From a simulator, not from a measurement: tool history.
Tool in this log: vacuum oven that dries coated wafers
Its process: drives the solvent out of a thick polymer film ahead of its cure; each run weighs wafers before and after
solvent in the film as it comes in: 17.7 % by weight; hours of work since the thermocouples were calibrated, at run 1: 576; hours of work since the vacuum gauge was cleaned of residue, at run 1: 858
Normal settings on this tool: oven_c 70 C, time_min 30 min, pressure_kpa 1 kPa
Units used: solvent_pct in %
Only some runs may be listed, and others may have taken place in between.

| run | day | oven_c | time_min | pressure_kpa | hours of work since the thermocouples were calibrated | hours of work since the vacuum gauge was cleaned of residue | solvent_pct |
|---|---|---|---|---|---|---|---|
| 1 | 0 | 70 | 30 | 1 | 576 | 858 | 1.88 |
| 2 | 3.921 | 70 | 31 | 1 | 621 | 903 | 1.83 |
| 3 | 6.483 | 70 | 25 | 1 | 650 | 932 | 2.52 |
| 4 | 9.742 | 70 | 25 | 1 | 687 | 970 | 2.58 |
| 5 | 12.917 | 70 | 25 | 1 | 724 | 1006 | 2.56 |
| 6 | 16.146 | 70 | 15 | 1 | 760 | 1043 | 4.99 |
| 7 | 20.117 | 70 | 15 | 1 | 806 | 1088 | 4.93 |
| 8 | 22.429 | 70 | 15 | 1 | 832 | 1114 | 5.03 |
| 9 | 26.254 | 70 | 15 | 1 | 876 | 1158 | 5.03 |
| 10 | 30.562 | 70 | 30 | 1 | 925 | 1207 | 2.05 |
| 11 | 33.025 | 70 | 23 | 1 | 953 | 1235 | 2.99 |
| 12 | 37.342 | 70 | 23 | 1 | 1002 | 1284 | 3.08 |
|  | 37.75 | vacuum gauge cleaned of residue and calibrated |
| 13 | 41.179 | 70 | 30 | 1 | 1045 | 39 | 2.05 |
| 14 | 44.946 | 70 | 30 | 1 | 1088 | 82 | 2.08 |
| 15 | 49.525 | 64 | 21 | 1 | 1141 | 134 | 4.91 |
| 16 | 51.971 | 64 | 21 | 1 | 1169 | 162 | 4.9 |
| 17 | 54.038 | 70 | 30 | 0.78 | 1192 | 186 | 1.98 |
|  | 58.042 | vacuum gauge cleaned of residue and calibrated, once more |
| 18 | 58.262 | 70 | 30 | 0.78 | 1240 | 3 | 1.94 |
| 19 | 62.492 | 70 | 30 | 0.78 | 1288 | 51 | 1.96 |
| 20 | 66.554 | 70 | 30 | 0.78 | 1334 | 97 | 1.96 |
| 21 | 68.712 | 70 | 46 | 0.78 | 1359 | 122 | 0.87 |
| 22 | 71.562 | 62 | 36 | 0.74 | 1391 | 154 | 2.8 |
| 23 | 75.05 | 63 | 21 | 0.74 | 1431 | 194 | 5.15 |
| 24 | 77.854 | 63 | 21 | 0.74 | 1463 | 226 | 5.17 |
| 25 | 80.338 | 70 | 30 | 0.56 | 1492 | 254 | 1.94 |

For each run, the measured value with the value that run would have given without the tool's hidden condition subtracted. The run-to-run variation is shared by both, the gauge scatter possibly not:
What the log doesn't record here: true wafer temperature over the reading, C; true pressure over the reading, kPa; drift of the gauge itself on solvent_pct, %.
| run | solvent_pct |
|---|---|
| 1 | +0.14 |
| 2 | +0.15 |
| 3 | +0.19 |
| 4 | +0.2 |
| 5 | +0.22 |
| 6 | +0.27 |
| 7 | +0.3 |
| 8 | +0.3 |
| 9 | +0.33 |
| 10 | +0.27 |
| 11 | +0.33 |
| 12 | +0.36 |
| 13 | +0.34 |
| 14 | +0.35 |
| 15 | +0.52 |
| 16 | +0.54 |
| 17 | +0.38 |
| 18 | +0.3 |
| 19 | +0.32 |
| 20 | +0.34 |
| 21 | +0.19 |
| 22 | +0.45 |
| 23 | +0.58 |
| 24 | +0.6 |
| 25 | +0.39 |
